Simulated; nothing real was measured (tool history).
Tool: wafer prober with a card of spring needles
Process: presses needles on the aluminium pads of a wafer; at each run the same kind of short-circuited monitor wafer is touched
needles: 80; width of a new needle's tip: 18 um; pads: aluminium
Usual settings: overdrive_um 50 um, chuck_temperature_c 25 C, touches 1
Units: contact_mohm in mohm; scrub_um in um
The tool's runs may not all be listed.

{"run": 1, "hour": 0.0, "overdrive_um": 50, "chuck_temperature_c": 25, "touches": 1, "contact_mohm": 273, "scrub_um": 6.18}
{"hour": 5.3, "done": "tips cleaned on abrasive film"}
{"hour": 35.3, "done": "tips cleaned on abrasive film"}
{"hour": 61.4, "done": "tips cleaned on abrasive film"}
{"run": 2, "hour": 64.7, "overdrive_um": 50, "chuck_temperature_c": 110, "touches": 1, "contact_mohm": 292, "scrub_um": 6.21}
{"hour": 86.0, "done": "tips cleaned on abrasive film"}
{"run": 3, "hour": 109.5, "overdrive_um": 50, "chuck_temperature_c": 110, "touches": 1, "contact_mohm": 295, "scrub_um": 6.18}
{"hour": 115.7, "done": "tips cleaned on abrasive film"}
{"hour": 143.6, "done": "tips cleaned on abrasive film"}
{"run": 4, "hour": 157.9, "overdrive_um": 34, "chuck_temperature_c": 25, "touches": 1, "contact_mohm": 272, "scrub_um": 4.2}
{"hour": 168.2, "done": "tips cleaned on abrasive film"}
{"hour": 196.3, "done": "tips cleaned on abrasive film"}
{"hour": 223.7, "done": "tips cleaned on abrasive film"}
{"run": 5, "hour": 235.5, "overdrive_um": 34, "chuck_temperature_c": 25, "touches": 1, "contact_mohm": 276, "scrub_um": 4.2}
{"hour": 251.7, "done": "tips cleaned on abrasive film"}
{"hour": 279.9, "done": "tips cleaned on abrasive film"}
{"hour": 305.5, "done": "tips cleaned on abrasive film"}
{"run": 6, "hour": 305.5, "overdrive_um": 34, "chuck_temperature_c": 25, "touches": 1, "contact_mohm": 269, "scrub_um": 4.25}
{"hour": 332.2, "done": "tips cleaned on abrasive film"}
{"run": 7, "hour": 344.8, "overdrive_um": 34, "chuck_temperature_c": 30, "touches": 1, "contact_mohm": 274, "scrub_um": 4.19}
{"hour": 362.5, "done": "tips cleaned on abrasive film"}
{"hour": 387.3, "done": "tips cleaned on abrasive film"}
{"run": 8, "hour": 387.3, "overdrive_um": 34, "chuck_temperature_c": 30, "touches": 1, "contact_mohm": 270, "scrub_um": 4.21}
{"hour": 417.1, "done": "tips cleaned on abrasive film"}
{"run": 9, "hour": 441.2, "overdrive_um": 34, "chuck_temperature_c": 30, "touches": 1, "contact_mohm": 278, "scrub_um": 4.23}
{"hour": 447.4, "done": "tips cleaned on abrasive film"}
{"hour": 477.4, "done": "tips cleaned on abrasive film"}
{"run": 10, "hour": 488.1, "overdrive_um": 34, "chuck_temperature_c": 30, "touches": 1, "contact_mohm": 273, "scrub_um": 4.23}
{"hour": 503.9, "done": "tips cleaned on abrasive film"}
{"hour": 534.3, "done": "tips cleaned on abrasive film"}
{"run": 11, "hour": 540.4, "overdrive_um": 34, "chuck_temperature_c": 30, "touches": 1, "contact_mohm": 276, "scrub_um": 4.19}
{"hour": 563.6, "done": "tips cleaned on abrasive film"}
{"run": 12, "hour": 584.8, "overdrive_um": 50, "chuck_temperature_c": 25, "touches": 1, "contact_mohm": 268, "scrub_um": 6.2}
{"hour": 591.0, "done": "tips cleaned on abrasive film"}
{"hour": 617.7, "done": "tips cleaned on abrasive film"}
{"run": 13, "hour": 634.4, "overdrive_um": 50, "chuck_temperature_c": 25, "touches": 2, "contact_mohm": 271, "scrub_um": 6.21}
{"hour": 644.8, "done": "tips cleaned on abrasive film"}
{"hour": 670.5, "done": "tips cleaned on abrasive film"}
{"hour": 697.6, "done": "tips cleaned on abrasive film"}
{"run": 14, "hour": 722.0, "overdrive_um": 50, "chuck_temperature_c": 25, "touches": 2, "contact_mohm": 267, "scrub_um": 6.2}
{"hour": 728.2, "done": "tips cleaned on abrasive film"}
{"hour": 755.5, "done": "tips cleaned on abrasive film"}
{"hour": 761.9, "done": "height of the first contact set anew"}
{"hour": 783.7, "done": "tips cleaned on abrasive film"}
{"run": 15, "hour": 797.5, "overdrive_um": 32, "chuck_temperature_c": 80, "touches": 3, "contact_mohm": 291, "scrub_um": 3.97}
{"hour": 811.9, "done": "tips cleaned on abrasive film"}
{"hour": 838.6, "done": "tips cleaned on abrasive film"}
{"run": 16, "hour": 857.8, "overdrive_um": 50, "chuck_temperature_c": 74, "touches": 2, "contact_mohm": 281, "scrub_um": 6.21}

The next listed run, before its measurement:
{"hour": 863.9, "done": "tips cleaned on abrasive film"}
{"hour": 890.3, "done": "tips cleaned on abrasive film"}
{"hour": 919.0, "done": "tips cleaned on abrasive film"}
{"run": 17, "hour": 923.2, "overdrive_um": 50, "chuck_temperature_c": 74, "touches": 2, "contact_mohm": "?", "scrub_um": "?"}

Run 17 gave contact_mohm 288 mohm, scrub_um 6.23 um.
Without the tool's hidden state the same run would have given contact_mohm 288 mohm, scrub_um 6.23 um.
